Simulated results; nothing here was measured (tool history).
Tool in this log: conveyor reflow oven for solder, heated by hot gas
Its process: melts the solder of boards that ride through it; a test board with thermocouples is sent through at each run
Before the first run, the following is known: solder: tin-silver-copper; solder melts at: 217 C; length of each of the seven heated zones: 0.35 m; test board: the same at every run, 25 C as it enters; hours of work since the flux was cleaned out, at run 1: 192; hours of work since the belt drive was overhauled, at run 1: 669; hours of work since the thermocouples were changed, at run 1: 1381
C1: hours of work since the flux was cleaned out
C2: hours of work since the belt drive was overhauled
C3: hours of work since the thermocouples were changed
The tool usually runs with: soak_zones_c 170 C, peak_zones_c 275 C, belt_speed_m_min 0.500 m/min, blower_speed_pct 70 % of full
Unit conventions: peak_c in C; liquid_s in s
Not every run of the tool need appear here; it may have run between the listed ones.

Run 1, hour 0.0: usual settings; C1 192; C2 669; C3 1381. Result: peak_c 254.2 C, liquid_s 64.0 s.
Run 2, hour 78.4: usual settings but belt_speed_m_min 0.428 m/min; C1 230; C2 706; C3 1419. Result: peak_c 258.7 C, liquid_s 80.6 s.
At hour 104.6: flux residue cleaned out of gas plates and filters.
At hour 106.6: thermocouples of zones 6 and 7 changed.
Run 3, hour 148.6: usual settings but belt_speed_m_min 0.428 m/min; C1 20; C2 737; C3 20. Result: peak_c 265.0 C, liquid_s 84.9 s.
Run 4, hour 208.6: usual settings; C1 49; C2 765; C3 49. Result: peak_c 260.8 C, liquid_s 68.8 s.
Run 5, hour 257.8: usual settings; C1 73; C2 789; C3 73. Result: peak_c 260.3 C, liquid_s 69.4 s.
Run 6, hour 304.8: usual settings but soak_zones_c 175 C; C1 95; C2 812; C3 95. Result: peak_c 261.3 C, liquid_s 70.9 s.
Run 7, hour 354.1: usual settings; C1 119; C2 835; C3 119. Result: peak_c 259.0 C, liquid_s 69.0 s.
Run 8, hour 418.5: usual settings; C1 150; C2 866; C3 150. Result: peak_c 259.8 C, liquid_s 68.3 s.
Run 9, hour 476.4: usual settings; C1 177; C2 894; C3 177. Result: peak_c 258.4 C, liquid_s 68.4 s.
Run 10, hour 539.2: usual settings but belt_speed_m_min 0.426 m/min; C1 208; C2 924; C3 208. Result: peak_c 264.1 C, liquid_s 84.7 s.
At hour 612.4: flux residue cleaned out of gas plates and filters.
Run 11, hour 618.9: usual settings but belt_speed_m_min 0.426 m/min; C1 3; C2 960; C3 243. Result: peak_c 264.0 C, liquid_s 85.7 s.
At hour 630.0: belt drive overhauled, speed set with a stopwatch.
Run 12, hour 697.3: usual settings but belt_speed_m_min 0.505 m/min; C1 39; C2 32; C3 279. Result: peak_c 260.7 C, liquid_s 69.6 s.
Run 13, hour 773.0: usual settings; C1 75; C2 69; C3 315. Result: peak_c 260.0 C, liquid_s 71.0 s.
Run 14, hour 848.5: usual settings; C1 111; C2 105; C3 352. Result: peak_c 259.4 C, liquid_s 70.2 s.
Run 15, hour 915.3: usual settings but soak_zones_c 165 C; C1 143; C2 137; C3 384. Result: peak_c 258.0 C, liquid_s 68.3 s.
At hour 973.8: belt drive overhauled, speed set with a stopwatch, once more.
Run 16, hour 992.0: usual settings but soak_zones_c 165 C; C1 178; C2 9; C3 419. Result: peak_c 255.6 C, liquid_s 63.2 s.
Run 17, hour 1049.5: usual settings but soak_zones_c 165 C; C1 206; C2 36; C3 446. Result: peak_c 256.6 C, liquid_s 62.0 s.
At hour 1123.2: flux residue cleaned out of gas plates and filters.
Run 18, hour 1125.2: usual settings but soak_zones_c 182 C, peak_zones_c 272 C, belt_speed_m_min 0.577 m/min, blower_speed_pct 82 % of full; C1 1; C2 70; C3 480. Result: peak_c 255.7 C, liquid_s 59.4 s.
Run 19, hour 1173.4: usual settings but soak_zones_c 182 C, peak_zones_c 272 C, belt_speed_m_min 0.484 m/min, blower_speed_pct 77 % of full; C1 24; C2 93; C3 503. Result: peak_c 259.9 C, liquid_s 75.3 s.
Run 20, hour 1230.3: usual settings but soak_zones_c 183 C, peak_zones_c 272 C, belt_speed_m_min 0.484 m/min, blower_speed_pct 76 % of full; C1 51; C2 121; C3 530. Result: peak_c 260.5 C, liquid_s 74.6 s.
Run 21, hour 1309.2: usual settings but soak_zones_c 183 C, peak_zones_c 272 C, belt_speed_m_min 0.484 m/min, blower_speed_pct 76 % of full; C1 89; C2 159; C3 568. Result: peak_c 259.9 C, liquid_s 74.9 s.
Run 22, hour 1373.8: usual settings but belt_speed_m_min 0.422 m/min; C1 120; C2 189; C3 599. Result: peak_c 262.3 C, liquid_s 83.0 s.
Run 23, hour 1448.6: usual settings but soak_zones_c 162 C, blower_speed_pct 67 % of full; C1 156; C2 225; C3 635. Result: peak_c 255.6 C, liquid_s 61.5 s.
Run 24, hour 1505.2: usual settings but soak_zones_c 181 C, belt_speed_m_min 0.498 m/min, blower_speed_pct 67 % of full; C1 183; C2 253; C3 662. Result: peak_c 258.5 C, liquid_s 70.7 s.
Run 25, hour 1544.1: usual settings but soak_zones_c 181 C, belt_speed_m_min 0.550 m/min, blower_speed_pct 82 % of full; C1 202; C2 271; C3 681. Result: peak_c 258.1 C, liquid_s 63.7 s.
Run 26, hour 1590.9: usual settings but soak_zones_c 178 C, peak_zones_c 269 C, belt_speed_m_min 0.543 m/min, blower_speed_pct 71 % of full; C1 224; C2 294; C3 703. Result: peak_c 250.0 C, liquid_s 57.8 s.
At hour 1630.6: flux residue cleaned out of gas plates and filters.
Run 27, hour 1674.8: usual settings but peak_zones_c 285 C, blower_speed_pct 86 % of full; C1 21; C2 331; C3 741. Result: peak_c 269.2 C, liquid_s 74.4 s.
Run 28, hour 1715.1: usual settings but peak_zones_c 285 C, blower_speed_pct 86 % of full; C1 41; C2 351; C3 761. Result: peak_c 270.2 C, liquid_s 73.9 s.
Run 29, hour 1759.3: usual settings but peak_zones_c 285 C, belt_speed_m_min 0.562 m/min, blower_speed_pct 64 % of full; C1 62; C2 372; C3 782. Result: peak_c 260.5 C, liquid_s 60.2 s.
Run 30, hour 1830.5: usual settings but peak_zones_c 270 C, belt_speed_m_min 0.448 m/min; C1 96; C2 406; C3 816. Result: peak_c 256.6 C, liquid_s 73.8 s.

What would each run have given without the hidden state, its run-to-run variation left as it was?
Unlogged tool condition in this case: heat that the gas passes to the board, % of a clean oven's; belt's true speed, % of the reading; true gas temperature in zones 6 and 7 over the reading, C; drift of the gauge itself on peak_c, C; drift of the gauge itself on liquid_s, %.
run  peak_c  liquid_s
  1   259.8      66.9
  2   264.5      83.2
  3   264.7      82.9
  4   260.7      67.3
  5   260.4      68.0
  6   261.6      69.6
  7   259.5      67.8
  8   260.6      67.3
  9   259.5      67.6
 10   265.3      83.5
 11   264.1      83.4
 12   260.5      66.3
 13   260.1      67.8
 14   259.8      67.2
 15   258.7      65.6
 16   258.2      65.4
 17   259.4      64.3
 18   256.9      60.0
 19   261.3      76.0
 20   262.1      75.3
 21   261.8      75.8
 22   264.5      84.1
 23   258.4      63.3
 24   261.3      72.1
 25   261.3      65.3
 26   253.3      60.1
 27   271.3      74.7
 28   272.4      74.3
 29   262.8      61.0
 30   259.2      74.9

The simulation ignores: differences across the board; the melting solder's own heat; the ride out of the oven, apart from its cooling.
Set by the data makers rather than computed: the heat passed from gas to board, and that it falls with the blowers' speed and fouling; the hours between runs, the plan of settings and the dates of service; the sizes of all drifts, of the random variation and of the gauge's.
